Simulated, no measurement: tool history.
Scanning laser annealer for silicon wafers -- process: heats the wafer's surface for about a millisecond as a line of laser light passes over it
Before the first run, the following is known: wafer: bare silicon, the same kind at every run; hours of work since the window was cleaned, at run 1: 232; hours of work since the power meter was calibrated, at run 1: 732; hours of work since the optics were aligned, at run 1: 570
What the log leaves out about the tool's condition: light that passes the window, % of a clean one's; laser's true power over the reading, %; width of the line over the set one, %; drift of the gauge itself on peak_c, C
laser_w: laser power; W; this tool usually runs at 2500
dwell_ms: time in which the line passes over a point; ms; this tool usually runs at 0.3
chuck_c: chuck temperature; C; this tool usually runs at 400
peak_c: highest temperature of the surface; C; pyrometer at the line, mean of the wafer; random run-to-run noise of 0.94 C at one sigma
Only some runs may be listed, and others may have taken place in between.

run,hour,laser_w,dwell_ms,chuck_c,hours of work since the window was cleaned,hours of work since the power meter was calibrated,hours of work since the optics were aligned,peak_c
1,0,2500,0.3,400,232,732,570,1106.5
2,38.1,2500,0.313,400,254,753,591,1120.1
3,67,2500,0.313,400,270,769,608,1120.3
4,95.1,2500,0.229,400,285,785,623,1019.2
5,129.1,2500,0.229,400,305,804,642,1019.9
6,146.1,2500,0.214,400,314,814,652,1000
7,179.3,2500,0.3,382,333,832,671,1086.5
8,202.3,2500,0.3,382,346,845,683,1087.8
9,232.8,2500,0.3,382,363,862,700,1086.9
10,254.1,2500,0.3,382,375,874,712,1087.5
11,288,2500,0.3,382,394,893,731,1087.8
12,318.3,2500,0.3,382,411,910,748,1089
13,338.1,2500,0.3,400,422,921,760,1108.1
14,373.2,2500,0.3,400,441,941,779,1106.9
15,407.7,2287,0.263,430,461,960,799,1041.5
16,443.6,2135,0.314,389,481,981,819,1015
17,479.9,2257,0.279,426,501,1001,839,1047.1
18,499.5,2257,0.279,426,512,1012,850,1046.2
19,521,2689,0.326,389,524,1024,862,1171.9
20,539,2689,0.326,389,534,1034,872,1175.1
21,558,2293,0.326,402,545,1045,883,1081.5
22,592,2200,0.263,394,564,1064,902,982.8
23,610,2200,0.263,394,574,1074,912,983.1
24,643.5,2200,0.263,394,593,1093,931,984.9
25,672.8,2175,0.302,430,610,1109,947,1054

Consider 3 possible next runs. They are alternatives, not a sequence: every one starts from the tool as it was left by run 25. What does each give?
A,711.2,2541,0.359,369,631,1131,969,?
B,711.2,2527,0.272,415,631,1131,969,?
C,711.2,2359,0.252,400,631,1131,969,?

run,peak_c
A,1149.6
B,1093
C,1016.1
With the hidden condition removed and each run's random variation left untouched, the same runs would have given:
run,peak_c
A,1150.1
B,1093.4
C,1016.4

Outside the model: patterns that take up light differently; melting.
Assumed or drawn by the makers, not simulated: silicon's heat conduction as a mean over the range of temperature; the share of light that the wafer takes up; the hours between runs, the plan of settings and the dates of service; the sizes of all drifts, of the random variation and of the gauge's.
